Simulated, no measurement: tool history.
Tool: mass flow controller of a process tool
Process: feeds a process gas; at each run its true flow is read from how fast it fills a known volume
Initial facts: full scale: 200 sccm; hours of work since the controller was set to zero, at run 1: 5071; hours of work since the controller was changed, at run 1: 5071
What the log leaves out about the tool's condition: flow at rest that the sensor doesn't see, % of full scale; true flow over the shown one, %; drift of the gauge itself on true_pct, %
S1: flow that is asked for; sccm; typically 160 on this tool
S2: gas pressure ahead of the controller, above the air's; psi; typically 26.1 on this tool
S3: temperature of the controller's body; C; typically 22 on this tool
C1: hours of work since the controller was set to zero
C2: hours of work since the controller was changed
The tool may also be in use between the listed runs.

{"run": 1, "day": 0.0, "S1": 160, "S2": 26.1, "S3": 22, "C1": 5071, "C2": 5071, "true flow (%)": 99.79}
{"run": 2, "day": 14.958, "S1": 120, "S2": 26.1, "S3": 22, "C1": 5336, "C2": 5336, "true flow (%)": 100.01}
{"run": 3, "day": 25.646, "S1": 120, "S2": 23.1, "S3": 22, "C1": 5524, "C2": 5524, "true flow (%)": 99.9}
{"run": 4, "day": 34.492, "S1": 120, "S2": 23.1, "S3": 22, "C1": 5681, "C2": 5681, "true flow (%)": 99.86}
{"run": 5, "day": 48.262, "S1": 120, "S2": 23.1, "S3": 22, "C1": 5924, "C2": 5924, "true flow (%)": 99.85}
{"run": 6, "day": 61.154, "S1": 120, "S2": 23.1, "S3": 22, "C1": 6152, "C2": 6152, "true flow (%)": 99.83}
{"run": 7, "day": 71.083, "S1": 120, "S2": 23.1, "S3": 22, "C1": 6327, "C2": 6327, "true flow (%)": 99.94}
{"day": 76.904, "done": "controller exchanged for a calibrated one"}
{"run": 8, "day": 83.879, "S1": 120, "S2": 23.1, "S3": 22, "C1": 123, "C2": 123, "true flow (%)": 99.81}
{"run": 9, "day": 94.042, "S1": 120, "S2": 23.1, "S3": 22, "C1": 303, "C2": 303, "true flow (%)": 99.87}
{"run": 10, "day": 102.604, "S1": 120, "S2": 23.1, "S3": 22, "C1": 454, "C2": 454, "true flow (%)": 99.82}
{"run": 11, "day": 115.196, "S1": 120, "S2": 23.1, "S3": 22, "C1": 676, "C2": 676, "true flow (%)": 99.96}
{"run": 12, "day": 124.683, "S1": 157, "S2": 26.1, "S3": 34, "C1": 844, "C2": 844, "true flow (%)": 99.09}
{"run": 13, "day": 136.346, "S1": 157, "S2": 21, "S3": 22, "C1": 1050, "C2": 1050, "true flow (%)": 99.89}
{"run": 14, "day": 145.029, "S1": 47, "S2": 33.5, "S3": 27, "C1": 1203, "C2": 1203, "true flow (%)": 100.19}
{"day": 145.8, "done": "controller's zero set anew"}
{"run": 15, "day": 155.358, "S1": 106, "S2": 26.1, "S3": 29, "C1": 169, "C2": 1385, "true flow (%)": 99.58}
{"run": 16, "day": 164.917, "S1": 106, "S2": 26.1, "S3": 29, "C1": 338, "C2": 1554, "true flow (%)": 99.65}
{"run": 17, "day": 175.275, "S1": 106, "S2": 26.1, "S3": 29, "C1": 521, "C2": 1737, "true flow (%)": 99.63}
{"run": 18, "day": 184.696, "S1": 106, "S2": 26.1, "S3": 29, "C1": 687, "C2": 1904, "true flow (%)": 99.76}
{"run": 19, "day": 196.529, "S1": 38, "S2": 26.1, "S3": 22, "C1": 896, "C2": 2113, "true flow (%)": 101.12}
{"day": 206.979, "done": "controller's zero set anew, once more"}
{"run": 20, "day": 206.979, "S1": 74, "S2": 24.9, "S3": 34, "C1": 0, "C2": 2297, "true flow (%)": 98.72}
{"run": 21, "day": 222.4, "S1": 74, "S2": 22.5, "S3": 30, "C1": 272, "C2": 2569, "true flow (%)": 98.83}
{"run": 22, "day": 229.617, "S1": 74, "S2": 27.6, "S3": 23, "C1": 400, "C2": 2697, "true flow (%)": 99.57}

Same runs, no hidden state in the tool, same run-to-run variation:
run=1 true_flow_(%)=99.96
run=2 true_flow_(%)=99.95
run=3 true_flow_(%)=99.84
run=4 true_flow_(%)=99.8
run=5 true_flow_(%)=99.77
run=6 true_flow_(%)=99.75
run=7 true_flow_(%)=99.86
run=8 true_flow_(%)=99.78
run=9 true_flow_(%)=99.83
run=10 true_flow_(%)=99.78
run=11 true_flow_(%)=99.92
run=12 true_flow_(%)=99.09
run=13 true_flow_(%)=99.9
run=14 true_flow_(%)=99.75
run=15 true_flow_(%)=99.35
run=16 true_flow_(%)=99.41
run=17 true_flow_(%)=99.38
run=18 true_flow_(%)=99.5
run=19 true_flow_(%)=99.75
run=20 true_flow_(%)=99.1
run=21 true_flow_(%)=99.17
run=22 true_flow_(%)=99.89
